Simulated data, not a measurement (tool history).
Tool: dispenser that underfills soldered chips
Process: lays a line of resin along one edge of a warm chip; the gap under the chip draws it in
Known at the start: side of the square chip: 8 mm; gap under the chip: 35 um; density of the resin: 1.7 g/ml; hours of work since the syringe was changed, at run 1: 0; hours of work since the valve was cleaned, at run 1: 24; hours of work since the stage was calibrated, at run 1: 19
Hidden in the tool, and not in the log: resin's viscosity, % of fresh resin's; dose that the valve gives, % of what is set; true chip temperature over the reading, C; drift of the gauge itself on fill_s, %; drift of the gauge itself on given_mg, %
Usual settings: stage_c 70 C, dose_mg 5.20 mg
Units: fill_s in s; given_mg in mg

run,hour,stage_c,dose_mg,hours of work since the syringe was changed,hours of work since the valve was cleaned,hours of work since the stage was calibrated,fill_s,given_mg
1,0.0,70,5.20,0,24,19,63.9,5.16
2,3.7,70,5.20,3,27,22,71.0,5.08
3,6.7,70,6.59,5,29,24,73.8,6.48
# hour 11.0: new syringe of resin
4,11.4,70,6.59,0,32,27,62.3,6.39
5,15.0,70,5.83,3,34,30,70.6,5.74
6,19.4,70,5.83,6,37,33,78.7,5.54
# hour 22.1: new syringe of resin
7,23.1,70,5.83,1,40,35,64.0,5.75
8,26.6,70,5.83,3,42,37,69.6,5.64
9,30.6,70,5.83,6,45,40,77.6,5.64
# hour 33.2: new syringe of resin
10,34.1,83,6.63,1,47,42,40.1,6.43
11,38.6,57,4.81,4,50,46,130.6,4.60
12,43.3,57,4.81,7,53,49,147.3,4.70
# hour 44.2: new syringe of resin
13,48.2,59,5.20,3,57,52,109.9,5.03
14,52.1,57,4.84,5,59,55,134.4,4.67
15,54.8,56,5.20,7,61,57,148.6,4.98
# hour 55.3: new syringe of resin
16,57.5,56,5.20,2,63,58,120.8,4.95
17,60.2,56,5.93,3,65,60,125.4,5.72
18,64.2,70,6.10,6,67,63,77.9,5.78

5 ways to go on from here, each from the tool as it stands after run 18. What would each give?
# hour 66.4: new syringe of resin
A,69.3,75,5.39,2,71,66,?,?
# hour 66.4: new syringe of resin
B,69.3,55,4.65,2,71,66,?,?
# hour 66.4: new syringe of resin
C,69.3,70,4.97,2,71,66,?,?
# hour 66.4: new syringe of resin
D,69.3,63,5.61,2,71,66,?,?
# hour 66.4: new syringe of resin
E,69.3,70,5.37,2,71,66,?,?

run,fill_s,given_mg
A,58.6,5.14
B,137.0,4.43
C,73.5,4.71
D,92.5,5.38
E,70.2,5.04
Without the tool's hidden state the same runs would have given:
run,fill_s,given_mg
A,53.3,5.41
B,123.3,4.67
C,66.5,4.96
D,84.2,5.66
E,63.8,5.31
